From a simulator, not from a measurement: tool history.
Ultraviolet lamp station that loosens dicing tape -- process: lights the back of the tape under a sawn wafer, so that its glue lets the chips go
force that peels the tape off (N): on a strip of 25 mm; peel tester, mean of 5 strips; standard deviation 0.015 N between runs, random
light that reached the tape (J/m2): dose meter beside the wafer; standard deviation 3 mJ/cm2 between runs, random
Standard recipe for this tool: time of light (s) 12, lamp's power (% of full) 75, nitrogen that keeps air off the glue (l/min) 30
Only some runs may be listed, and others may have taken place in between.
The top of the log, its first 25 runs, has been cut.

run,hour,time of light (s),lamp's power (% of full),nitrogen that keeps air off the glue (l/min),hours of work of the lamp,hours of work since the window was cleaned,force that peels the tape off (N),light that reached the tape (J/m2)
26,1761,12,97,30,687,203,0.87,4040
27,1851.1,17,79,26,750,265,0.816,4470
# hour 1870.7: lamp changed
28,1898.5,10,66,30,19,297,1.403,3020
29,1952.2,24,94,10,56,334,0.296,10020
30,1997.3,12,67,10,88,365,1.586,3440
31,2061.9,18,75,30,132,410,0.507,5620
# hour 2114.8: window cleaned of glue's vapour
32,2137.6,18,75,30,184,16,0.392,6370
33,2183.7,20,97,30,216,48,0.233,8910
34,2270.6,8,94,9,276,108,1.754,3320

What will run 35 give?
35,2330.2,8,94,9,318,149,?,?

force that peels the tape off (N): 1.793
light that reached the tape (J/m2): 3230
The same run, on a tool lacking any hidden state, would have yielded force that peels the tape off (N) 1.486, light that reached the tape (J/m2) 3810.
